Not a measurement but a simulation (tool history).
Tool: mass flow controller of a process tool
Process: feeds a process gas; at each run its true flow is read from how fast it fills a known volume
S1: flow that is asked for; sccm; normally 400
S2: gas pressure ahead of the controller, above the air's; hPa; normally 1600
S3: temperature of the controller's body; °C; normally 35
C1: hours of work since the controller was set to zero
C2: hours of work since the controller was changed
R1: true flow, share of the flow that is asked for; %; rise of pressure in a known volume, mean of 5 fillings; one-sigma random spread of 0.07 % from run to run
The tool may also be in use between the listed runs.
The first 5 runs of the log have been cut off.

| run | hour | S1 | S2 | S3 | C1 | C2 | R1 |
|---|---|---|---|---|---|---|---|
| 6 | 670.5 | 400 | 1600 | 35 | 3918 | 3918 | 100.99 |
| 7 | 832.7 | 400 | 1600 | 35 | 4033 | 4033 | 100.96 |
| 8 | 988.6 | 400 | 1600 | 35 | 4144 | 4144 | 101.12 |
| 9 | 1119 | 400 | 1600 | 35 | 4236 | 4236 | 101.17 |
| 10 | 1279.6 | 175 | 1600 | 35 | 4350 | 4350 | 103.53 |
| 11 | 1384.4 | 175 | 1600 | 35 | 4424 | 4424 | 103.6 |
| 12 | 1495.5 | 175 | 1600 | 35 | 4503 | 4503 | 103.74 |
| 13 | 1613.9 | 175 | 1600 | 35 | 4587 | 4587 | 103.86 |
| 14 | 1782.8 | 626 | 1600 | 35 | 4707 | 4707 | 100.83 |
| 15 | 1886 | 626 | 1600 | 35 | 4780 | 4780 | 100.68 |
| 16 | 1995.2 | 626 | 1600 | 35 | 4857 | 4857 | 100.88 |
| 17 | 2158.5 | 626 | 1600 | 35 | 4973 | 4973 | 100.98 |
| 18 | 2303.5 | 626 | 1600 | 35 | 5076 | 5076 | 101.08 |
| 19 | 2464.7 | 932 | 1720 | 21 | 5190 | 5190 | 102.2 |
| 20 | 2590.4 | 932 | 1720 | 21 | 5279 | 5279 | 102.31 |

For run 21, what comes out?
| 21 | 2705 | 400 | 1600 | 39 | 5361 | 5361 | ? |

{"run 21": {"R1": 101.46}}
Were there no unlogged condition in the tool, this run, its random variation unchanged, would have produced R1 97.9 %.
